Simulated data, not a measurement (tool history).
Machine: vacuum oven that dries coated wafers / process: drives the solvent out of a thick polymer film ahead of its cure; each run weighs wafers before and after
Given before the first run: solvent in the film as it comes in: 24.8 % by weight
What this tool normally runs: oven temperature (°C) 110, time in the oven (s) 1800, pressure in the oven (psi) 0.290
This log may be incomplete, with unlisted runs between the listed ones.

run   hour  oven temperature (°C)  time in the oven (s)  pressure in the oven (psi)  solvent left in the film (%)
  1    0.0                    110                  1800                       0.290                          3.18
  2   21.2                    110                  1800                       0.290                          3.10
  3   40.2                    110                  1800                       0.290                          3.18
  4   55.1                    110                  1800                       0.290                          3.10
  5   76.8                    119                  1800                       0.290                          1.95
  6   89.8                    110                  1800                       0.290                          3.10
      93.8  -- vacuum gauge cleaned of residue and calibrated
  7  118.4                    110                  1800                       0.754                          6.12
  8  135.2                    110                  1740                       0.290                          3.25
  9  153.4                    116                  1740                       0.206                          1.89
 10  172.5                    124                  1800                       0.290                          1.51
     175.4  -- vacuum gauge cleaned of residue and calibrated, once more
 11  196.8                     97                  1800                       0.194                          5.15
 12  211.9                    122                  2520                       0.811                          3.68

What if the next run were any one of these 4? Each begins from the tool's condition after run 12:
  A  233.5                    111                  1080                       0.980                             ?
  B  233.5                    101                  1800                       0.290                             ?
  C  233.5                     96                  2520                       0.441                             ?
  D  233.5                    122                  2520                       0.334                             ?

run  solvent left in the film (%)
  A                          8.64
  B                          4.91
  C                          6.35
  D                          1.57
Without the tool's unlogged condition, the same runs would have read:
run  solvent left in the film (%)
  A                          8.81
  B                          5.03
  C                          6.49
  D                          1.59

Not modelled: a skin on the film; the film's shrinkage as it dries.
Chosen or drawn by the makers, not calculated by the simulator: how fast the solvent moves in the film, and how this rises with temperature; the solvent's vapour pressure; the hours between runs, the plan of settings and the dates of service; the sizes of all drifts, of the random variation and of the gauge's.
